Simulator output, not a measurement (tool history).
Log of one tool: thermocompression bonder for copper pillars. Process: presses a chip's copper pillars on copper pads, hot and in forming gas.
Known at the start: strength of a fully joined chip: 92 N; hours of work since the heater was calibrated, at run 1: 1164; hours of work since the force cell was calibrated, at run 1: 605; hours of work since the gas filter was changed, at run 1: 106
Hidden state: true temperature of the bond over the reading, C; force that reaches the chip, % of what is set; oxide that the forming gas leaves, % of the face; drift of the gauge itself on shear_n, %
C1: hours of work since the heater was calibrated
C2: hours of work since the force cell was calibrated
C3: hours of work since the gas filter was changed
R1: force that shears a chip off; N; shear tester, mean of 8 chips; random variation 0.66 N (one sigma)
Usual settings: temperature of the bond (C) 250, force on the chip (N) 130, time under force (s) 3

{"run": 1, "hour": 0.0, "temperature of the bond (C)": 250, "force on the chip (N)": 130, "time under force (s)": 3, "C1": 1164, "C2": 605, "C3": 106, "R1": 53.7}
{"run": 2, "hour": 46.2, "temperature of the bond (C)": 250, "force on the chip (N)": 130, "time under force (s)": 3, "C1": 1196, "C2": 637, "C3": 138, "R1": 52.6}
{"run": 3, "hour": 80.1, "temperature of the bond (C)": 253, "force on the chip (N)": 130, "time under force (s)": 3, "C1": 1220, "C2": 661, "C3": 162, "R1": 55.1}
{"run": 4, "hour": 108.9, "temperature of the bond (C)": 250, "force on the chip (N)": 130, "time under force (s)": 3, "C1": 1240, "C2": 681, "C3": 182, "R1": 54.4}
{"run": 5, "hour": 153.9, "temperature of the bond (C)": 250, "force on the chip (N)": 130, "time under force (s)": 3, "C1": 1271, "C2": 712, "C3": 213, "R1": 53.6}
{"run": 6, "hour": 188.7, "temperature of the bond (C)": 250, "force on the chip (N)": 130, "time under force (s)": 3, "C1": 1295, "C2": 736, "C3": 237, "R1": 52.5}
{"run": 7, "hour": 218.0, "temperature of the bond (C)": 250, "force on the chip (N)": 130, "time under force (s)": 3, "C1": 1316, "C2": 757, "C3": 257, "R1": 52.8}
{"hour": 231.1, "done": "heater calibrated with a thermocouple chip"}
{"run": 8, "hour": 242.8, "temperature of the bond (C)": 244, "force on the chip (N)": 131, "time under force (s)": 2, "C1": 8, "C2": 772, "C3": 273, "R1": 46.4}
{"run": 9, "hour": 265.9, "temperature of the bond (C)": 237, "force on the chip (N)": 108, "time under force (s)": 3, "C1": 24, "C2": 788, "C3": 289, "R1": 43.7}

Run 10 comes next. What will it give?
{"run": 10, "hour": 312.2, "temperature of the bond (C)": 229, "force on the chip (N)": 80, "time under force (s)": 3, "C1": 56, "C2": 821, "C3": 322, "R1": "?"}

Run 10 gave R1 32.2 N.
Without the tool's hidden state the same run would have given R1 31.5 N.
